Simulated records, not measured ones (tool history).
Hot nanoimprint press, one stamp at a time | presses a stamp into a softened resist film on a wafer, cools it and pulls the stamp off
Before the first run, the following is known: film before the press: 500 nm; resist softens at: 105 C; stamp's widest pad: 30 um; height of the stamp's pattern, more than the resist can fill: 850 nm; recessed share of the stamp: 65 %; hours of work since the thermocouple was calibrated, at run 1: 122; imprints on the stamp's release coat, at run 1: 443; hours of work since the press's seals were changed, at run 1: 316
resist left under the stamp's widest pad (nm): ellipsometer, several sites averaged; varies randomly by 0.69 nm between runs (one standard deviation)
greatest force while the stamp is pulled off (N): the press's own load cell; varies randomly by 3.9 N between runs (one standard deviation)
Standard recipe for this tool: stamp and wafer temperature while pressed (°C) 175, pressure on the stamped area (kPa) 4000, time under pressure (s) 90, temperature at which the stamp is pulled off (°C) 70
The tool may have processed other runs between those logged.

| run | hour | stamp and wafer temperature while pressed (°C) | pressure on the stamped area (kPa) | time under pressure (s) | temperature at which the stamp is pulled off (°C) | hours of work since the thermocouple was calibrated | imprints on the stamp's release coat | hours of work since the press's seals were changed | resist left under the stamp's widest pad (nm) | greatest force while the stamp is pulled off (N) |
|---|---|---|---|---|---|---|---|---|---|---|
| 1 | 0.0 | 175 | 4000 | 90 | 70 | 122 | 443 | 316 | 193.6 | 227 |
| 2 | 19.9 | 175 | 4000 | 90 | 70 | 131 | 473 | 325 | 194.5 | 231 |
| 3 | 34.6 | 175 | 4000 | 90 | 70 | 137 | 495 | 331 | 191.7 | 229 |
| 4 | 46.2 | 175 | 4000 | 90 | 62 | 142 | 513 | 336 | 193.3 | 249 |
| 5 | 59.1 | 175 | 4000 | 90 | 62 | 147 | 533 | 341 | 193.4 | 249 |
| 6 | 69.0 | 175 | 4000 | 90 | 62 | 151 | 548 | 345 | 192.8 | 245 |
| 7 | 88.2 | 175 | 4000 | 90 | 70 | 160 | 577 | 353 | 192.8 | 244 |
| 8 | 103.7 | 175 | 4000 | 161 | 70 | 166 | 601 | 360 | 151.4 | 241 |
| 9 | 117.9 | 175 | 4000 | 161 | 70 | 172 | 623 | 366 | 151.5 | 244 |
| 10 | 131.2 | 175 | 4000 | 161 | 70 | 178 | 643 | 372 | 150.9 | 244 |
| 11 | 147.5 | 175 | 4000 | 90 | 70 | 185 | 668 | 379 | 192.4 | 253 |

Run 12 has not been measured yet. What should we expect?
| 12 | 164.9 | 164 | 4000 | 90 | 77 | 192 | 695 | 386 | ? | ? |

Logged for run 12: resist left under the stamp's widest pad (nm) 307.6, greatest force while the stamp is pulled off (N) 247.
On a tool with no hidden condition, and with the same random variation, this run would have come out at resist left under the stamp's widest pad (nm) 312.9, greatest force while the stamp is pulled off (N) 187.
